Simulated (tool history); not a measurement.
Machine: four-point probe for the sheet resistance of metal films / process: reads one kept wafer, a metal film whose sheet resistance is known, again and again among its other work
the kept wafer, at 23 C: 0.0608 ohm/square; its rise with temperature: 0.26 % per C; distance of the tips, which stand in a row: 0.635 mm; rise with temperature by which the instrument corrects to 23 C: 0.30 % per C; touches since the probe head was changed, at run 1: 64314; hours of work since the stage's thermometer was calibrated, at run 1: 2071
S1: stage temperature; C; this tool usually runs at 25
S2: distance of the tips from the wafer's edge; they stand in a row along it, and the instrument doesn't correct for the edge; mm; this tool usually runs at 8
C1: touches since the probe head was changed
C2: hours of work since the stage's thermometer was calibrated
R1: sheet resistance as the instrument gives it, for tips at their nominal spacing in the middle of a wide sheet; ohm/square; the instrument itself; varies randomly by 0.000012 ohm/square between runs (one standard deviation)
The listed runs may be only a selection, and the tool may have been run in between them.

run,hour,S1,S2,C1,C2,R1
1,0,25,8,64314,2071,0.061333
2,46,25,4,65394,2096,0.061908
3,120.4,25,8,67144,2135,0.061313
4,157.9,25,8,68024,2155,0.061335
5,244.6,25,44,70062,2201,0.061143
# hour 251.7: stage's thermometer calibrated
6,312.1,25,5,71637,32,0.06168
7,360.5,25,8,72774,57,0.061356
8,397.1,25,8,73635,77,0.061345
9,441.8,25,8,74686,100,0.06138
10,523.9,20,8,76615,144,0.061505
11,606.2,20,8,78547,187,0.061511
12,676.2,20,8,80193,224,0.061527
# hour 697.7: stage's thermometer calibrated, once more
13,720.5,25,8,81223,12,0.061525
14,772.1,25,8,82434,39,0.06153
15,858.1,25,8,84456,85,0.06155
16,943.9,31,8,86472,130,0.0614
17,1016,31,8,88167,168,0.061406
18,1101.6,31,8,90179,213,0.061422
19,1177.8,31,8,91970,254,0.061458
20,1266.1,31,8,94045,300,0.061449
21,1302.4,31,8,94897,319,0.061452
22,1350.5,31,8,96028,345,0.061501
23,1399.2,31,8,97174,371,0.061496
24,1466.8,24,14,98763,406,0.061517
25,1535.7,24,14,100382,443,0.061538
26,1623.9,19,14,102453,489,0.061694
27,1693.4,21,72,104086,526,0.061583
28,1729,20,59,104924,545,0.061603
29,1779.1,25,55,106102,571,0.061504
30,1858.4,19,16,107963,613,0.061704
31,1935.7,28,6,109780,654,0.061802
32,2002.7,28,14,111356,689,0.061493
33,2091.2,20,14,113435,736,0.061723
34,2166.8,25,42,115211,776,0.061541
35,2235.7,30,10,116832,812,0.061574
36,2316.3,30,4,118725,855,0.062255
37,2370,30,4,119988,883,0.062242
38,2425,30,4,121279,912,0.062274
39,2469.1,20,30,122316,936,0.061729
40,2530.2,22,8,123753,968,0.061876
41,2571.4,26,4,124721,990,0.062404
42,2643.6,26,4,126417,1028,0.06239
# hour 2696.9: new probe head fitted
43,2727.7,26,4,724,1072,0.061631
44,2812.5,21,4,2716,1116,0.061816
45,2854.1,28,4,3693,1138,0.061628
46,2924.7,28,4,5352,1176,0.061642

Same runs, no hidden state in the tool, same run-to-run variation:
Hidden state at play: inner tips' distance over the nominal, %; tips' flats over new ones', %; wafer's true temperature over the reading, C; drift of the gauge itself on sheet_ohm, %.
run,R1
1,0.060978
2,0.061542
3,0.06094
4,0.060957
5,0.060753
6,0.061289
7,0.06096
8,0.060943
9,0.060971
10,0.061084
11,0.061078
12,0.061083
13,0.060949
14,0.060946
15,0.060953
16,0.060793
17,0.060788
18,0.06079
19,0.060814
20,0.060792
21,0.06079
22,0.060831
23,0.060818
24,0.060828
25,0.060839
26,0.060981
27,0.06086
28,0.060875
29,0.060768
30,0.060955
31,0.061039
32,0.060722
33,0.060937
34,0.060746
35,0.060767
36,0.061428
37,0.061409
38,0.061431
39,0.060887
40,0.061023
41,0.061538
42,0.061512
43,0.061522
44,0.061694
45,0.0615
46,0.061504
